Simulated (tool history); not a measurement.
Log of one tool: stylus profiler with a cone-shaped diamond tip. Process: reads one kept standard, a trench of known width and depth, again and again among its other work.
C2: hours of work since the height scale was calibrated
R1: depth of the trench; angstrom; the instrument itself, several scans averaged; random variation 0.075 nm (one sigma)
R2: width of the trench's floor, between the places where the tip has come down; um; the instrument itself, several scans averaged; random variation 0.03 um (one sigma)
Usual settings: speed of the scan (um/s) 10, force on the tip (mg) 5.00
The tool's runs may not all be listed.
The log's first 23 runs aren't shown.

Run 24, hour 1005.0: usual settings but speed of the scan (um/s) 9, force on the tip (mg) 6.67; scans with this tip 4763; C2 947. Result: R1 2058.4 angstrom, R2 18.21 um.
Run 25, hour 1044.8: usual settings but speed of the scan (um/s) 9, force on the tip (mg) 6.67; scans with this tip 4891; C2 973. Result: R1 2059.4 angstrom, R2 18.21 um.
Run 26, hour 1101.5: usual settings but speed of the scan (um/s) 9, force on the tip (mg) 6.67; scans with this tip 5072; C2 1009. Result: R1 2059.4 angstrom, R2 18.28 um.
Run 27, hour 1162.7: usual settings but speed of the scan (um/s) 3, force on the tip (mg) 2.42; scans with this tip 5269; C2 1048. Result: R1 2031.4 angstrom, R2 18.20 um.
Run 28, hour 1222.7: usual settings but speed of the scan (um/s) 15, force on the tip (mg) 5.35; scans with this tip 5462; C2 1087. Result: R1 2050.9 angstrom, R2 18.21 um.
Run 29, hour 1265.3: usual settings but speed of the scan (um/s) 38, force on the tip (mg) 3.36; scans with this tip 5599; C2 1114. Result: R1 2036.2 angstrom, R2 18.15 um.
Run 30, hour 1299.4: usual settings but speed of the scan (um/s) 2, force on the tip (mg) 4.57; scans with this tip 5708; C2 1136. Result: R1 2046.1 angstrom, R2 18.27 um.
At hour 1324.0: height scale calibrated on a step standard.
Run 31, hour 1359.1: usual settings but speed of the scan (um/s) 2, force on the tip (mg) 4.57; scans with this tip 5898; C2 22. Result: R1 2045.6 angstrom, R2 18.24 um.
Run 32, hour 1398.6: usual settings but speed of the scan (um/s) 2, force on the tip (mg) 8.09; scans with this tip 6025; C2 48. Result: R1 2068.2 angstrom, R2 18.23 um.
Run 33, hour 1458.5: usual settings but speed of the scan (um/s) 14, force on the tip (mg) 8.09; scans with this tip 6218; C2 86. Result: R1 2068.9 angstrom, R2 18.26 um.
Run 34, hour 1513.5: usual settings but speed of the scan (um/s) 4, force on the tip (mg) 2.96; scans with this tip 6394; C2 121. Result: R1 2033.8 angstrom, R2 18.25 um.
Run 35, hour 1540.4: usual settings but speed of the scan (um/s) 7, force on the tip (mg) 1.81; scans with this tip 6481; C2 138. Result: R1 2024.8 angstrom, R2 18.27 um.
Run 36, hour 1579.2: usual settings but speed of the scan (um/s) 6, force on the tip (mg) 1.76; scans with this tip 6605; C2 163. Result: R1 2023.9 angstrom, R2 18.21 um.
Run 37, hour 1627.2: usual settings but force on the tip (mg) 12.11; scans with this tip 6760; C2 194. Result: R1 2088.1 angstrom, R2 18.21 um.

5 ways to go on from here, each from the tool as it stands after run 37. What would each give?
Run A, hour 1680.7: usual settings but speed of the scan (um/s) 5, force on the tip (mg) 4.15; scans with this tip 6931; C2 228. Result: R1 ?, R2 ?.
Run B, hour 1680.7: usual settings but speed of the scan (um/s) 8, force on the tip (mg) 6.59; scans with this tip 6931; C2 228. Result: R1 ?, R2 ?.
Run C, hour 1680.7: usual settings but speed of the scan (um/s) 25, force on the tip (mg) 2.68; scans with this tip 6931; C2 228. Result: R1 ?, R2 ?.
Run D, hour 1680.7: usual settings but speed of the scan (um/s) 36; scans with this tip 6931; C2 228. Result: R1 ?, R2 ?.
Run E, hour 1680.7: usual settings but speed of the scan (um/s) 15, force on the tip (mg) 14.15; scans with this tip 6931; C2 228. Result: R1 ?, R2 ?.

run      R1     R2
  A  2042.6  18.30
  B  2058.5  18.21
  C  2033.3  18.12
  D  2050.1  18.16
  E  2098.5  18.22
Without the tool's hidden state the same runs would have given:
run      R1     R2
  A  2042.6  18.30
  B  2058.6  18.21
  C  2033.3  18.12
  D  2050.1  18.16
  E  2098.5  18.22
